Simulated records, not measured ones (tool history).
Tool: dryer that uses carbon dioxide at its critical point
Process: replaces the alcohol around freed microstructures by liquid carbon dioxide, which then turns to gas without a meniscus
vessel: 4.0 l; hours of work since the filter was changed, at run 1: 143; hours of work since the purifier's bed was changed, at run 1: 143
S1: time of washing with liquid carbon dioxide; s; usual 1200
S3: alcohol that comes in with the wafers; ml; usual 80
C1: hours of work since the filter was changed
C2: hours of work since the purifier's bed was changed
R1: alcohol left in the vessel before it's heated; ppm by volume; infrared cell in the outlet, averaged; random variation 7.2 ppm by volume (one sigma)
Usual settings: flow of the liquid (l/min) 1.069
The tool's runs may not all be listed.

Run 1, hour 0.0: usual settings; C1 143; C2 143. Result: R1 479 ppm by volume.
Run 2, hour 16.2: usual settings but S3 26 ml; C1 155; C2 155. Result: R1 173 ppm by volume.
Run 3, hour 32.4: usual settings; C1 166; C2 166. Result: R1 497 ppm by volume.
Run 4, hour 52.9: usual settings but flow of the liquid (l/min) 0.870; C1 181; C2 181. Result: R1 1051 ppm by volume.
Run 5, hour 73.8: usual settings but flow of the liquid (l/min) 0.870; C1 196; C2 196. Result: R1 1081 ppm by volume.
Run 6, hour 92.4: usual settings but S3 26 ml; C1 209; C2 209. Result: R1 207 ppm by volume.
Run 7, hour 106.4: usual settings but S3 26 ml; C1 219; C2 219. Result: R1 214 ppm by volume.
Run 8, hour 120.1: usual settings but S3 26 ml; C1 229; C2 229. Result: R1 223 ppm by volume.
At hour 140.1: inlet filter changed.
Run 9, hour 144.6: usual settings but flow of the liquid (l/min) 1.800; C1 3; C2 246. Result: R1 64 ppm by volume.
Run 10, hour 158.6: usual settings but flow of the liquid (l/min) 1.800; C1 13; C2 256. Result: R1 57 ppm by volume.
Run 11, hour 171.3: usual settings but flow of the liquid (l/min) 1.800; C1 22; C2 265. Result: R1 61 ppm by volume.
Run 12, hour 194.2: usual settings; C1 39; C2 281. Result: R1 423 ppm by volume.
Run 13, hour 203.8: usual settings; C1 46; C2 288. Result: R1 430 ppm by volume.
Run 14, hour 217.2: usual settings; C1 55; C2 298. Result: R1 433 ppm by volume.
Run 15, hour 234.0: usual settings; C1 67; C2 310. Result: R1 449 ppm by volume.
Run 16, hour 251.8: usual settings; C1 80; C2 322. Result: R1 452 ppm by volume.
Run 17, hour 268.4: usual settings but S1 1620 s, flow of the liquid (l/min) 1.100, S3 75 ml; C1 92; C2 334. Result: R1 151 ppm by volume.
Run 18, hour 284.3: usual settings but S1 1620 s, flow of the liquid (l/min) 1.100, S3 39 ml; C1 103; C2 346. Result: R1 103 ppm by volume.
Run 19, hour 304.2: usual settings but S1 1740 s, flow of the liquid (l/min) 1.100, S3 42 ml; C1 117; C2 360. Result: R1 98 ppm by volume.
Run 20, hour 318.5: usual settings but S1 900 s, S3 21 ml; C1 128; C2 370. Result: R1 349 ppm by volume.
Run 21, hour 341.4: usual settings; C1 144; C2 387. Result: R1 532 ppm by volume.
Run 22, hour 360.0: usual settings; C1 157; C2 400. Result: R1 544 ppm by volume.
Run 23, hour 379.4: usual settings but flow of the liquid (l/min) 0.740; C1 171; C2 414. Result: R1 1676 ppm by volume.
Run 24, hour 398.1: usual settings but S1 1320 s, S3 59 ml; C1 185; C2 427. Result: R1 335 ppm by volume.
Run 25, hour 408.0: usual settings but S1 900 s, flow of the liquid (l/min) 1.150; C1 192; C2 434. Result: R1 1155 ppm by volume.
Run 26, hour 427.3: usual settings but S1 900 s, flow of the liquid (l/min) 1.150, S3 116 ml; C1 206; C2 448. Result: R1 1602 ppm by volume.
Run 27, hour 446.6: usual settings but S3 50 ml; C1 219; C2 462. Result: R1 417 ppm by volume.
Run 28, hour 458.3: usual settings but S1 960 s, S3 43 ml; C1 228; C2 470. Result: R1 692 ppm by volume.
Run 29, hour 474.4: usual settings but S3 38 ml; C1 239; C2 482. Result: R1 350 ppm by volume.

4 ways to go on from here, each from the tool as it stands after run 29. What would each give?
At hour 481.1: inlet filter changed.
Run A, hour 491.5: usual settings but S1 840 s, S3 37 ml; C1 7; C2 493. Result: R1 ?.
At hour 481.1: inlet filter changed.
Run B, hour 491.5: usual settings but flow of the liquid (l/min) 1.670, S3 38 ml; C1 7; C2 493. Result: R1 ?.
At hour 481.1: inlet filter changed.
Run C, hour 491.5: usual settings but S1 1500 s, flow of the liquid (l/min) 1.190, S3 32 ml; C1 7; C2 493. Result: R1 ?.
At hour 481.1: inlet filter changed.
Run D, hour 491.5: usual settings but flow of the liquid (l/min) 0.660, S3 86 ml; C1 7; C2 493. Result: R1 ?.

run    R1
  A   613
  B    90
  C    99
  D  1934
Without the tool's hidden state the same runs would have given:
run    R1
  A   535
  B    20
  C    29
  D  1840

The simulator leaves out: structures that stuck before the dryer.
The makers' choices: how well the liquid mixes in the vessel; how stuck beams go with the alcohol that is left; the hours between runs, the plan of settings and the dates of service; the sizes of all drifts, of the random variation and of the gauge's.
